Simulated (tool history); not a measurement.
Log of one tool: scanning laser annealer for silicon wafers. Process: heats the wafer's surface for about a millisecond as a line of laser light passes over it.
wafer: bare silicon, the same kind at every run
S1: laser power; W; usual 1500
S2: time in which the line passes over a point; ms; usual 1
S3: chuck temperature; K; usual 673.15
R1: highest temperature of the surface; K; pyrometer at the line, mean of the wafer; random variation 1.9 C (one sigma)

run	hour	S1	S2	S3	R1
1	0	1500	1	673.15	1404.15
2	19.6	1500	0.82	673.15	1335.15
3	29.3	1500	0.82	673.15	1338.15
4	47.2	1500	1	655.15	1375.15
5	65.9	1500	1	655.15	1382.15
6	80	1500	1	655.15	1382.15
7	90.8	1500	1	655.15	1381.15
# hour 93.7: window over the wafer cleaned
8	104.7	1500	1	641.15	1404.15
9	118.6	1500	1	679.15	1445.15
10	134	1500	1	679.15	1445.15
11	147.1	1445	1	679.15	1412.15
12	165.2	1500	1	673.15	1436.15
13	180	1500	1.09	673.15	1468.15
14	197.1	1500	1.09	673.15	1468.15
15	210.7	1500	1.04	673.15	1447.15
16	219	1500	1.04	673.15	1449.15
17	237.8	1500	1	645.15	1405.15
18	249.7	1500	1	645.15	1402.15
19	269.2	1500	1	645.15	1405.15
20	280.2	1500	1	645.15	1403.15
21	290.2	1500	1	645.15	1404.15
22	305	1643	1	638.15	1476.15
23	323.1	1404	1.19	673.15	1440.15
24	335.4	1564	0.72	658.15	1340.15
25	345.2	1582	0.72	645.15	1333.15
26	364.5	1582	0.72	645.15	1334.15
27	380.5	1304	0.98	695.15	1338.15
28	394.8	1304	0.98	695.15	1335.15
29	407.6	1500	1	694.15	1448.15
30	422.9	1298	1.17	671.15	1362.15
31	438.4	1350	0.89	657.15	1296.15
32	453.1	1350	0.99	657.15	1326.15
33	466	1529	1	692.15	1465.15
34	482.3	1474	1.14	709.15	1496.15
35	496.9	1426	1.05	659.15	1389.15
36	511.3	1414	0.71	687.15	1288.15
37	520.1	1414	0.71	687.15	1291.15
38	535.6	1436	0.71	709.15	1321.15
39	544.5	1436	0.71	709.15	1319.15
40	556.5	1436	0.71	709.15	1323.15
41	574.3	1436	0.71	709.15	1321.15

Forecast each of these 4 alternatives for the next run:
A	582.8	1494	1.07	693.15	?
B	582.8	1436	1.14	709.15	?
C	582.8	1436	0.71	677.15	?
D	582.8	1630	1.19	653.15	?

run	R1
A	1464.15
B	1472.15
C	1289.15
D	1544.15
Without the tool's hidden state the same runs would have given:
run	R1
A	1482.15
B	1489.15
C	1303.15
D	1564.15
